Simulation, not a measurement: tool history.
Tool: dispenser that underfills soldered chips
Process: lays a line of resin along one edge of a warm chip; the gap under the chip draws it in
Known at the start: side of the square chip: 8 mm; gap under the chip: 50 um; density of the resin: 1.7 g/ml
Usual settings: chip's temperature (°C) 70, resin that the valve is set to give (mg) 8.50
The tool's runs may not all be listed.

| run | hour | chip's temperature (°C) | resin that the valve is set to give (mg) | time until the resin shows at the far edge (s) | resin that the valve gave (mg) |
|---|---|---|---|---|---|
| 1 | 0.0 | 70 | 8.50 | 59.5 | 8.09 |
|  | 5.7 | new syringe of resin |
| 2 | 12.1 | 70 | 8.50 | 70.7 | 8.07 |
|  | 14.5 | new syringe of resin |
|  | 23.2 | new syringe of resin |
| 3 | 26.0 | 70 | 8.50 | 59.3 | 8.00 |
|  | 31.8 | new syringe of resin |
|  | 40.3 | new syringe of resin |
| 4 | 40.5 | 70 | 8.50 | 53.9 | 7.83 |
| 5 | 47.3 | 70 | 10.06 | 72.8 | 9.29 |
|  | 49.4 | new syringe of resin |
|  | 58.1 | new syringe of resin |
| 6 | 58.7 | 70 | 10.95 | 51.2 | 10.06 |
|  | 66.7 | dispensing valve cleaned and set on the balance |
|  | 67.8 | new syringe of resin |
| 7 | 67.8 | 70 | 8.90 | 49.6 | 8.92 |
|  | 76.7 | new syringe of resin |
| 8 | 77.4 | 70 | 10.64 | 52.0 | 10.56 |
|  | 86.0 | new syringe of resin |
| 9 | 90.3 | 70 | 8.50 | 62.7 | 8.32 |
|  | 94.7 | new syringe of resin |
| 10 | 98.8 | 70 | 8.50 | 59.8 | 8.29 |
|  | 103.7 | new syringe of resin |
|  | 112.3 | new syringe of resin |
| 11 | 112.3 | 70 | 8.50 | 52.0 | 8.19 |
|  | 120.8 | new syringe of resin |
| 12 | 124.9 | 66 | 8.50 | 71.1 | 8.19 |
|  | 130.1 | new syringe of resin |
| 13 | 138.0 | 63 | 10.19 | 93.9 | 9.68 |
|  | 139.3 | new syringe of resin |
| 14 | 145.7 | 63 | 10.19 | 83.3 | 9.63 |
|  | 148.8 | new syringe of resin |
| 15 | 156.3 | 63 | 10.19 | 91.6 | 9.56 |
|  | 157.7 | new syringe of resin |
|  | 166.2 | new syringe of resin |
| 16 | 168.5 | 55 | 10.92 | 87.5 | 10.25 |
|  | 175.5 | new syringe of resin |
| 17 | 180.8 | 55 | 10.92 | 104.3 | 10.07 |
|  | 184.9 | new syringe of resin |
|  | 193.4 | new syringe of resin |
| 18 | 195.1 | 55 | 10.92 | 87.5 | 10.01 |
|  | 202.3 | dispensing valve cleaned and set on the balance |
|  | 203.5 | new syringe of resin |
| 19 | 205.3 | 64 | 10.95 | 65.3 | 10.89 |
|  | 212.1 | new syringe of resin |
| 20 | 216.1 | 63 | 8.98 | 75.7 | 8.93 |
|  | 220.7 | new syringe of resin |
| 21 | 223.0 | 63 | 8.98 | 69.0 | 8.93 |
|  | 229.4 | new syringe of resin |
| 22 | 235.9 | 75 | 9.71 | 58.6 | 9.55 |
|  | 238.6 | new syringe of resin |
| 23 | 246.5 | 83 | 10.58 | 50.5 | 10.32 |

Forecast each of these 5 alternatives for the next run:
|  | 247.6 | new syringe of resin |
| A | 253.9 | 83 | 8.50 | ? | ? |
|  | 247.6 | new syringe of resin |
| B | 253.9 | 73 | 8.37 | ? | ? |
|  | 247.6 | new syringe of resin |
| C | 253.9 | 84 | 9.21 | ? | ? |
|  | 247.6 | new syringe of resin |
| D | 253.9 | 83 | 9.55 | ? | ? |
|  | 247.6 | new syringe of resin |
| E | 253.9 | 68 | 7.69 | ? | ? |

| run | time until the resin shows at the far edge (s) | resin that the valve gave (mg) |
|---|---|---|
| A | 46.2 | 8.24 |
| B | 61.5 | 8.12 |
| C | 44.3 | 8.89 |
| D | 45.6 | 9.22 |
| E | 73.2 | 7.44 |
Without the tool's hidden state the same runs would have given:
| run | time until the resin shows at the far edge (s) | resin that the valve gave (mg) |
|---|---|---|
| A | 36.1 | 8.50 |
| B | 48.2 | 8.37 |
| C | 34.7 | 9.17 |
| D | 35.6 | 9.51 |
| E | 57.3 | 7.67 |

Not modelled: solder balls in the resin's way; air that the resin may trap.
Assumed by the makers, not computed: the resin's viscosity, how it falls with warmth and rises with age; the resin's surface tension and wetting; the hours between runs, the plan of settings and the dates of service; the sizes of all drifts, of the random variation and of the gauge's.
